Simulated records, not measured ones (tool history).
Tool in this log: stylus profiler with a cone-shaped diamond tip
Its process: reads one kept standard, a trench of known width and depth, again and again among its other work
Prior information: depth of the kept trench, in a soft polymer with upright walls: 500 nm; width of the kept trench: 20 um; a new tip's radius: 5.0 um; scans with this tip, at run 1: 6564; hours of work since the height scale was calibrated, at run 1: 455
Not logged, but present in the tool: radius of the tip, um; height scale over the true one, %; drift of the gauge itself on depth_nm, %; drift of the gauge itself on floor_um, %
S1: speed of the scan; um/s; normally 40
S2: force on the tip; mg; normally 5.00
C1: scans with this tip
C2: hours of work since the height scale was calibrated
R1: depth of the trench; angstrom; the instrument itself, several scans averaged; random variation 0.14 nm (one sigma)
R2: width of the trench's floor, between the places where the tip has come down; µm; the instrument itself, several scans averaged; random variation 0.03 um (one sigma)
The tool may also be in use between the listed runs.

run	day	S1	S2	C1	C2	R1	R2
1	0.000	40	5.00	6564	455	5074.4	14.67
2	3.658	40	5.00	7524	521	5072.5	14.57
3	6.279	17	5.00	8212	569	5070.9	14.45
4	9.329	17	5.00	9012	624	5069.4	14.42
5	11.488	17	5.00	9578	664	5071.3	14.35
# day 11.796: height scale calibrated on a step standard
6	15.604	89	5.00	10654	69	5061.7	14.11
7	18.650	40	5.00	11452	125	5060.6	14.07
8	21.842	40	9.01	12290	183	5100.0	14.01
9	24.017	45	10.92	12861	222	5118.1	13.91
10	28.583	45	10.92	14059	305	5113.3	13.77
11	32.783	40	2.44	15161	382	5019.2	13.60
# day 33.667: height scale calibrated on a step standard, once more
12	37.408	31	7.12	16369	68	5102.6	13.50
13	39.725	31	7.12	16977	110	5101.7	13.50
14	41.867	31	7.12	17539	149	5099.5	13.44

The logged runs with the hidden state left out (each run's random variation unchanged):
run	R1	R2
1	5083.0	15.61
2	5082.4	15.64
3	5081.6	15.60
4	5081.1	15.66
5	5083.9	15.66
6	5082.5	15.55
7	5082.5	15.60
8	5123.3	15.63
9	5142.3	15.59
10	5139.1	15.59
11	5046.1	15.54
12	5105.4	15.57
13	5105.3	15.62
14	5103.9	15.62
